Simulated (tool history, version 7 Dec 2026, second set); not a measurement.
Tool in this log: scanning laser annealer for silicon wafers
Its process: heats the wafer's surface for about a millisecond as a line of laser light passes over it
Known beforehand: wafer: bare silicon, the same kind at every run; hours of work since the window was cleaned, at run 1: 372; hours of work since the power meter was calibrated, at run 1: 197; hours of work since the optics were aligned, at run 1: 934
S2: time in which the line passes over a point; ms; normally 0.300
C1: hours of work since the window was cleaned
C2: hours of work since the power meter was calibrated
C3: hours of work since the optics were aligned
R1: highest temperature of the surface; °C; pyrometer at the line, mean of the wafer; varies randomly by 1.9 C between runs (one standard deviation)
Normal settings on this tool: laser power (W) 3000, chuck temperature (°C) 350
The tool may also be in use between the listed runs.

Run 1, hour 0.0: usual settings; C1 372; C2 197; C3 934. Result: R1 1130 °C.
Run 2, hour 5.9: usual settings; C1 376; C2 201; C3 938. Result: R1 1126 °C.
Run 3, hour 19.0: usual settings; C1 385; C2 210; C3 947. Result: R1 1130 °C.
Run 4, hour 27.2: usual settings; C1 391; C2 216; C3 953. Result: R1 1126 °C.
Run 5, hour 37.9: usual settings; C1 398; C2 223; C3 960. Result: R1 1123 °C.
Run 6, hour 47.1: usual settings but laser power (W) 2979; C1 405; C2 230; C3 967. Result: R1 1119 °C.
Run 7, hour 55.7: usual settings but laser power (W) 2937; C1 411; C2 236; C3 973. Result: R1 1107 °C.
Run 8, hour 65.5: usual settings; C1 418; C2 243; C3 979. Result: R1 1122 °C.
Run 9, hour 77.7: usual settings; C1 426; C2 251; C3 988. Result: R1 1120 °C.
Run 10, hour 87.0: usual settings; C1 433; C2 258; C3 994. Result: R1 1120 °C.
Run 11, hour 97.9: usual settings; C1 440; C2 265; C3 1002. Result: R1 1121 °C.
Run 12, hour 110.5: usual settings; C1 449; C2 274; C3 1011. Result: R1 1120 °C.
Run 13, hour 116.1: usual settings; C1 453; C2 278; C3 1015. Result: R1 1117 °C.
Run 14, hour 126.8: usual settings but laser power (W) 3020; C1 460; C2 286; C3 1022. Result: R1 1127 °C.
Run 15, hour 138.9: usual settings but S2 0.220 ms; C1 469; C2 294; C3 1031. Result: R1 1011 °C.
Run 16, hour 149.4: usual settings but S2 0.220 ms, chuck temperature (°C) 328; C1 476; C2 301; C3 1038. Result: R1 986 °C.
Run 17, hour 160.9: usual settings but S2 0.220 ms, chuck temperature (°C) 328; C1 484; C2 310; C3 1046. Result: R1 985 °C.
Run 18, hour 171.5: usual settings but S2 0.220 ms, chuck temperature (°C) 328; C1 492; C2 317; C3 1054. Result: R1 983 °C.
Run 19, hour 177.9: usual settings but S2 0.220 ms, chuck temperature (°C) 328; C1 496; C2 321; C3 1058. Result: R1 985 °C.
Run 20, hour 190.4: usual settings but S2 0.220 ms, chuck temperature (°C) 328; C1 505; C2 330; C3 1067. Result: R1 982 °C.
Run 21, hour 201.2: usual settings; C1 513; C2 338; C3 1074. Result: R1 1114 °C.
Run 22, hour 210.2: usual settings; C1 519; C2 344; C3 1081. Result: R1 1110 °C.
Run 23, hour 223.2: usual settings but laser power (W) 2713, S2 0.340 ms, chuck temperature (°C) 312; C1 528; C2 353; C3 1090. Result: R1 1026 °C.
At hour 229.4: window over the wafer cleaned.
Run 24, hour 234.6: usual settings but laser power (W) 2713, S2 0.340 ms, chuck temperature (°C) 312; C1 4; C2 360; C3 1096. Result: R1 1070 °C.
Run 25, hour 245.5: usual settings but laser power (W) 2595, S2 0.277 ms, chuck temperature (°C) 312; C1 11; C2 367; C3 1104. Result: R1 961 °C.
Run 26, hour 258.5: usual settings but laser power (W) 2595, S2 0.277 ms, chuck temperature (°C) 312; C1 20; C2 377; C3 1113. Result: R1 958 °C.
Run 27, hour 268.5: usual settings but laser power (W) 2595, S2 0.277 ms, chuck temperature (°C) 312; C1 27; C2 383; C3 1120. Result: R1 957 °C.
Run 28, hour 277.5: usual settings but laser power (W) 2595, S2 0.277 ms, chuck temperature (°C) 312; C1 34; C2 390; C3 1127. Result: R1 955 °C.
Run 29, hour 285.6: usual settings but laser power (W) 2769; C1 39; C2 395; C3 1132. Result: R1 1078 °C.
Run 30, hour 297.6: usual settings but laser power (W) 2769; C1 48; C2 404; C3 1141. Result: R1 1077 °C.
Run 31, hour 309.5: usual settings but laser power (W) 2974, S2 0.212 ms; C1 56; C2 412; C3 1149. Result: R1 1019 °C.
Run 32, hour 320.9: usual settings but S2 0.360 ms, chuck temperature (°C) 361; C1 64; C2 420; C3 1157. Result: R1 1242 °C.
Run 33, hour 333.3: usual settings but S2 0.366 ms, chuck temperature (°C) 361; C1 73; C2 429; C3 1166. Result: R1 1250 °C.
Run 34, hour 341.2: usual settings but laser power (W) 2793, S2 0.377 ms, chuck temperature (°C) 322; C1 78; C2 434; C3 1171. Result: R1 1144 °C.
Run 35, hour 348.8: usual settings but laser power (W) 2793, S2 0.333 ms, chuck temperature (°C) 322; C1 84; C2 440; C3 1176. Result: R1 1093 °C.
Run 36, hour 360.5: usual settings but laser power (W) 3241, S2 0.335 ms, chuck temperature (°C) 322; C1 92; C2 448; C3 1185. Result: R1 1258 °C.
Run 37, hour 366.0: usual settings but laser power (W) 3101, S2 0.265 ms, chuck temperature (°C) 367; C1 96; C2 452; C3 1188. Result: R1 1147 °C.
Run 38, hour 373.9: usual settings but laser power (W) 3101, S2 0.265 ms, chuck temperature (°C) 367; C1 101; C2 457; C3 1194. Result: R1 1153 °C.
Run 39, hour 382.2: usual settings but laser power (W) 3101, S2 0.265 ms, chuck temperature (°C) 367; C1 107; C2 463; C3 1200. Result: R1 1157 °C.
Run 40, hour 392.8: usual settings but laser power (W) 3101, S2 0.265 ms, chuck temperature (°C) 367; C1 114; C2 471; C3 1207. Result: R1 1151 °C.
Run 41, hour 403.5: usual settings but laser power (W) 2757, S2 0.249 ms, chuck temperature (°C) 336; C1 122; C2 478; C3 1215. Result: R1 988 °C.
Run 42, hour 411.6: usual settings but laser power (W) 2757, S2 0.249 ms, chuck temperature (°C) 336; C1 128; C2 484; C3 1220. Result: R1 990 °C.

Below, each run's measurement less what the same run would have read without the hidden state. Both values contain the same run-to-run variation, but the gauge's scatter may not be the same in both:
The hidden state here: light that passes the window, % of a clean one's; laser's true power over the reading, %; width of the line over the set one, %; drift of the gauge itself on peak_c, C.
run   R1
  1  -57
  2  -57
  3  -58
  4  -59
  5  -60
  6  -60
  7  -59
  8  -61
  9  -63
 10  -64
 11  -64
 12  -65
 13  -66
 14  -66
 15  -57
 16  -58
 17  -59
 18  -59
 19  -60
 20  -60
 21  -71
 22  -71
 23  -68
 24  -22
 25  -19
 26  -20
 27  -21
 28  -21
 29  -25
 30  -25
 31  -24
 32  -32
 33  -33
 34  -32
 35  -30
 36  -38
 37  -32
 38  -33
 39  -33
 40  -34
 41  -29
 42  -30

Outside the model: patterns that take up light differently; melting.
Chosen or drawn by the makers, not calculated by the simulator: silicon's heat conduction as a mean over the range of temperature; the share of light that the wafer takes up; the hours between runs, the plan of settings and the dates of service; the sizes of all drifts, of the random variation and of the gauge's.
